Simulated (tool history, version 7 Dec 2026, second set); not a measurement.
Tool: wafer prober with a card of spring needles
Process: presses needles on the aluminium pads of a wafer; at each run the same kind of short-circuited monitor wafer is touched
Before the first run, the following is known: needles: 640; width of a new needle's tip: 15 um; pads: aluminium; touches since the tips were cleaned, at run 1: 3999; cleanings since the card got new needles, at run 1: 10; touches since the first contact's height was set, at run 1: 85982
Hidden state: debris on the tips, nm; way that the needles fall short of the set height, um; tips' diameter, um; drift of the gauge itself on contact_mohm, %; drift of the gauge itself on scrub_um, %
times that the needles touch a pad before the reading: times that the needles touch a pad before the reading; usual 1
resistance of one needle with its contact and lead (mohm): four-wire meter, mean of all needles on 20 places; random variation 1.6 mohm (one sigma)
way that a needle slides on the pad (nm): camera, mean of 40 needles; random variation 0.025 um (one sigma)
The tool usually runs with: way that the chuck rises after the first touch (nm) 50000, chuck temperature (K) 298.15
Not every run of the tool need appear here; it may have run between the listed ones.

run,hour,way that the chuck rises after the first touch (nm),chuck temperature (K),times that the needles touch a pad before the reading,touches since the tips were cleaned,cleanings since the card got new needles,touches since the first contact's height was set,resistance of one needle with its contact and lead (mohm),way that a needle slides on the pad (nm)
1,0,50000,298.15,1,3999,10,85982,273,9400
# hour 7.8: tips cleaned on abrasive film
2,18.4,50000,298.15,1,4437,11,93672,279,9390
# hour 25: tips cleaned on abrasive film
3,37.8,50000,298.15,1,5382,12,101796,305,9350
# hour 41.8: tips cleaned on abrasive film
# hour 59.3: tips cleaned on abrasive film
4,60.1,50000,318.15,1,365,14,111118,196,9290
# hour 77: tips cleaned on abrasive film
5,78.1,50000,318.15,1,467,15,118640,192,9280
# hour 93.3: tips cleaned on abrasive film
6,95.6,50000,318.15,1,931,16,125941,210,9280
# hour 110.9: tips cleaned on abrasive film
7,112,50000,318.15,1,451,17,132827,203,9240
# hour 128.2: tips cleaned on abrasive film
8,140.1,50000,298.15,1,5004,18,144585,303,9210
# hour 144.8: tips cleaned on abrasive film
9,153.9,50000,298.15,1,3831,19,150369,299,9230
# hour 155.8: height of the first contact set anew
# hour 162.2: tips cleaned on abrasive film
# hour 179.2: tips cleaned on abrasive film
10,182.1,50000,298.15,1,1221,21,10971,235,9040
# hour 195.4: tips cleaned on abrasive film
11,205.7,58000,298.15,1,4332,22,20864,267,10520
# hour 213.3: tips cleaned on abrasive film
12,227.8,58000,298.15,1,6094,23,30136,290,10470
# hour 230.6: tips cleaned on abrasive film
13,239.7,50000,300.15,1,3824,24,35075,296,8980
# hour 248.1: tips cleaned on abrasive film
# hour 257.7: height of the first contact set anew, once more
14,261,50000,300.15,1,5314,25,1390,305,9570
# hour 265.2: tips cleaned on abrasive film
15,274.5,50000,300.15,1,3932,26,7044,274,9640
# hour 283.3: tips cleaned on abrasive film
16,289,46000,298.15,1,2413,27,13106,263,8860
# hour 299.5: tips cleaned on abrasive film
# hour 316.1: tips cleaned on abrasive film
17,317,50000,337.15,1,352,29,24773,202,9560
# hour 332.5: tips cleaned on abrasive film
18,342,50000,337.15,1,4004,30,35263,298,9520
# hour 349.6: tips cleaned on abrasive film
19,357.9,31000,384.15,3,3499,31,41935,282,5840
# hour 366.8: tips cleaned on abrasive film
20,374,50000,307.15,1,3058,32,48666,261,9470
# hour 383.3: tips cleaned on abrasive film
21,388.7,50000,354.15,2,2243,33,54781,223,9480
# hour 400.5: tips cleaned on abrasive film
22,404,33000,380.15,3,1473,34,61175,233,6230
# hour 417.4: tips cleaned on abrasive film
23,423.3,33000,380.15,3,2490,35,69266,246,6130
# hour 435.2: tips cleaned on abrasive film
24,446.2,67000,322.15,2,4626,36,78871,216,12660
# hour 452.8: tips cleaned on abrasive film
25,459.4,50000,380.15,2,2780,37,84377,240,9360
# hour 469.3: tips cleaned on abrasive film
26,474.4,50000,380.15,2,2123,38,90638,224,9350
# hour 486.7: tips cleaned on abrasive film
27,501.2,50000,380.15,2,6070,39,101877,267,9330
# hour 503.8: tips cleaned on abrasive film
28,514.4,32000,383.15,1,4450,40,107385,473,5850
# hour 520.5: tips cleaned on abrasive film
# hour 536.8: tips cleaned on abrasive film
29,536.8,39000,354.15,1,0,42,116727,208,7170
30,550.1,39000,354.15,1,5599,42,122326,414,7110
# hour 554: tips cleaned on abrasive film
31,567.5,50000,298.15,2,5654,43,129605,259,9290
# hour 571: tips cleaned on abrasive film
32,580.8,53000,349.15,2,4117,44,135185,248,9850

Run by run, hidden condition taken away, random variation retained:
run,resistance of one needle with its contact and lead (mohm),way that a needle slides on the pad (nm)
1,161,9610
2,160,9630
3,162,9620
4,165,9600
5,167,9600
6,167,9630
7,168,9610
8,164,9600
9,166,9640
10,163,9650
11,157,11160
12,161,11130
13,164,9650
14,165,9570
15,162,9650
16,163,8900
17,171,9630
18,170,9610
19,190,5950
20,163,9600
21,175,9630
22,186,6390
23,186,6320
24,163,12870
25,180,9590
26,179,9600
27,181,9600
28,193,6150
29,179,7510
30,182,7450
31,162,9650
32,174,10230
